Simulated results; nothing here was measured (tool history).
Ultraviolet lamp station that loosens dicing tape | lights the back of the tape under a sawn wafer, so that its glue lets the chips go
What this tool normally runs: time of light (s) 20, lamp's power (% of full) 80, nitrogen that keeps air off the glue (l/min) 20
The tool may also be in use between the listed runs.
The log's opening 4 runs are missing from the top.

| run | hour | time of light (s) | lamp's power (% of full) | nitrogen that keeps air off the glue (l/min) | hours of work of the lamp | hours of work since the window was cleaned | force that peels the tape off (N) | light that reached the tape (mJ/cm²) |
|---|---|---|---|---|---|---|---|---|
| 5 | 51 | 20 | 80 | 20 | 310 | 26 | 0.793 | 260 |
| 6 | 67.5 | 20 | 71 | 20 | 323 | 39 | 0.961 | 235 |
| 7 | 83.3 | 20 | 80 | 20 | 336 | 52 | 0.791 | 267 |
| 8 | 99.6 | 20 | 80 | 20 | 349 | 65 | 0.779 | 266 |
| 9 | 112.4 | 20 | 94 | 20 | 359 | 75 | 0.56 | 313 |
| 10 | 119.7 | 20 | 80 | 25 | 365 | 81 | 0.679 | 265 |
| 11 | 136 | 20 | 80 | 25 | 378 | 94 | 0.687 | 263 |
| 12 | 151.2 | 16 | 80 | 20 | 390 | 106 | 1.165 | 210 |
| 13 | 164.6 | 16 | 80 | 20 | 401 | 117 | 1.198 | 209 |
| 14 | 176.9 | 16 | 80 | 20 | 411 | 127 | 1.191 | 212 |
| 15 | 185 | 16 | 80 | 20 | 417 | 133 | 1.189 | 213 |
| 16 | 200.6 | 11 | 80 | 20 | 430 | 145 | 2.046 | 146 |
| 17 | 212.2 | 11 | 80 | 20 | 439 | 155 | 2.059 | 147 |
| 18 | 220 | 20 | 80 | 7 | 445 | 161 | 1.613 | 263 |
| 19 | 232.1 | 20 | 80 | 7 | 455 | 171 | 1.583 | 264 |
| 20 | 247.5 | 20 | 80 | 7 | 467 | 183 | 1.582 | 265 |
| 21 | 262.7 | 20 | 80 | 7 | 479 | 195 | 1.571 | 260 |
| 22 | 275.3 | 20 | 80 | 7 | 489 | 205 | 1.571 | 265 |
| 23 | 289.5 | 34 | 91 | 8 | 501 | 216 | 0.425 | 509 |
| 24 | 300.6 | 18 | 92 | 35 | 510 | 225 | 0.506 | 274 |
| 25 | 315.2 | 11 | 100 | 20 | 521 | 237 | 1.503 | 182 |
| 26 | 323.6 | 18 | 65 | 26 | 528 | 244 | 1.187 | 195 |
| 27 | 331 | 18 | 65 | 26 | 534 | 250 | 1.187 | 197 |

Predict the results of run 28:
| 28 | 343.8 | 18 | 65 | 26 | 544 | 260 | ? | ? |

{"run 28": {"force that peels the tape off (N)": 1.165, "light that reached the tape (mJ/cm²)": 190}}
With the hidden condition absent and the run-to-run variation left alone, this run would have shown force that peels the tape off (N) 1.163, light that reached the tape (mJ/cm²) 191.

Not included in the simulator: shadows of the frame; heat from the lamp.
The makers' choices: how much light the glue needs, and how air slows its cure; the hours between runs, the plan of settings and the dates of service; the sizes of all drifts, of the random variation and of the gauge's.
